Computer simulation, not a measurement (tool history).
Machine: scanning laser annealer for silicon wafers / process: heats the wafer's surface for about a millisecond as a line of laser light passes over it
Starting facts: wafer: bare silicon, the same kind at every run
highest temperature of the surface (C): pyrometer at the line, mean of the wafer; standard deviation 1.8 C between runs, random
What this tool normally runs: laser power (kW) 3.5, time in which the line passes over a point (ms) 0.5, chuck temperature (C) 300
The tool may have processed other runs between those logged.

run	day	laser power (kW)	time in which the line passes over a point (ms)	chuck temperature (C)	highest temperature of the surface (C)
1	0	3.5	0.5	300	1020
2	0.346	3.5	0.5	300	1017
3	0.65	3.5	0.5	300	1018
4	1.033	3.016	0.5	300	904
5	1.458	3.016	0.5	300	900
6	1.75	3.016	0.5	300	903
7	2.083	3.016	0.5	300	900
8	2.338	3.016	0.5	300	900
9	2.704	3.5	0.5	300	1016
10	2.921	3.5	0.5	300	1017
11	3.238	3.5	0.5	300	1015
12	3.604	3.5	0.5	300	1015
13	3.967	3.5	0.5	300	1017
14	4.188	3.5	0.5	300	1014
15	4.396	3.5	0.5	300	1018
16	4.817	3.5	0.5	300	1011
17	5.125	3.5	0.5	300	1012
18	5.375	3.5	0.5	300	1014
19	5.808	3.5	0.5	324	1035
20	6.054	3.5	0.5	324	1040
21	6.246	3.5	0.5	324	1036
22	6.521	3.5	0.39	319	958
23	6.738	3.812	0.39	319	1028
24	7.188	3.5	0.473	275	972
25	7.433	3.403	0.557	307	1028
26	7.829	3.5	0.434	297	966
27	8.204	3.5	0.503	300	1013
28	8.417	3.5	0.538	300	1032
29	8.8	3.537	0.366	283	913
# day 9.05: optics aligned, line set to its width
30	9.467	3.212	0.366	283	840
31	9.738	3.212	0.366	283	841
# day 10.333: optics aligned, line set to its width, once more
32	10.333	3.212	0.457	271	894
33	10.675	2.993	0.5	304	903
# day 10.817: window over the wafer cleaned
34	11.025	3.252	0.5	300	983
35	11.4	3.278	0.473	267	940
36	11.6	3.391	0.473	307	1006
37	12.004	3.391	0.485	292	1001
38	12.208	3.29	0.46	303	970
39	12.533	3.257	0.5	300	984
40	12.925	3.257	0.5	300	979
41	13.121	3.058	0.572	300	971

For some of the steps in highest temperature of the surface (C) from one run to the next: how much would appear even if the tool had no hidden state, given the settings, what came in and random variation, and how much remains for the hidden state plus any gauge scatter that the measured result and the result without hidden state don't share?
Hidden conditions of the tool in this case: light that passes the window, % of a clean one's; laser's true power over the reading, %; width of the line over the set one, %; drift of the gauge itself on peak_c, C.
Run 3 -> 4: laser power (kW) 3.5 -> 3.016. highest temperature of the surface (C) -114: hidden state +4, all else -118.
Run 8 -> 9: laser power (kW) 3.016 -> 3.5. highest temperature of the surface (C) +116: hidden state -4, all else +120.
Run 28 -> 29: laser power (kW) 3.5 -> 3.537, time in which the line passes over a point (ms) 0.538 -> 0.366, chuck temperature (C) 300 -> 283. highest temperature of the surface (C) -119: hidden state +4, all else -123.
Run 31 -> 32: time in which the line passes over a point (ms) 0.366 -> 0.457, chuck temperature (C) 283 -> 271, optics aligned, line set to its width, once more. highest temperature of the surface (C) +53: hidden state +9, all else +44.
Run 33 -> 34: laser power (kW) 2.993 -> 3.252, chuck temperature (C) 304 -> 300, window over the wafer cleaned. highest temperature of the surface (C) +80: hidden state +23, all else +57.

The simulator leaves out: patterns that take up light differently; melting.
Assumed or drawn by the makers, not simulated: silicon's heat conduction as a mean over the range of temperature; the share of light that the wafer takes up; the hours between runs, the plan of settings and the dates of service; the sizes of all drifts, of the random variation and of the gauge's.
